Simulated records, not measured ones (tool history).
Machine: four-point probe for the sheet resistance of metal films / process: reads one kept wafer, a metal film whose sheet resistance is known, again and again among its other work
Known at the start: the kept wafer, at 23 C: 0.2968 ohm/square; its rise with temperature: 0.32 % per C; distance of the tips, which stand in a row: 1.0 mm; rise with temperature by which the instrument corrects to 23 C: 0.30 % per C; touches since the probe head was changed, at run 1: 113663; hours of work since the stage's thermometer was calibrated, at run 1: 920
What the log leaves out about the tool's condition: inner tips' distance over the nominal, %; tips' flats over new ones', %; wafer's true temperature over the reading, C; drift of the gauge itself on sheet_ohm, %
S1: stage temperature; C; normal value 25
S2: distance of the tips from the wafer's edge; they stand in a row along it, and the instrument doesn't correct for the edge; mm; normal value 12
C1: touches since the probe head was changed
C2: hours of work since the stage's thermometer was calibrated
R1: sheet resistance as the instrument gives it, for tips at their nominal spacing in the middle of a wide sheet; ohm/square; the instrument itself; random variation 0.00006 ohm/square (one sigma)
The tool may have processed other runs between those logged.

run,hour,S1,S2,C1,C2,R1
1,0,25,12,113663,920,0.29798
2,30.1,25,12,115039,935,0.298071
3,80.1,25,12,117328,961,0.298024
4,112,25,12,118788,978,0.298062
5,141.8,25,12,120155,993,0.298042
6,176.5,25,4,121742,1011,0.306552
7,227,25,3,124052,1037,0.313662
8,277.2,21,3,126353,1063,0.313209
9,316.2,29,12,128137,1083,0.298318
10,354.3,28,3,129881,1103,0.313936
11,400.2,28,3,131983,1126,0.31386

For run 12, what comes out?
12,439.7,19,16,133788,1147,?

Run 12 gave R1 0.297085 ohm/square.
With the hidden condition absent and the run-to-run variation left alone, this run would have shown R1 0.297112 ohm/square.
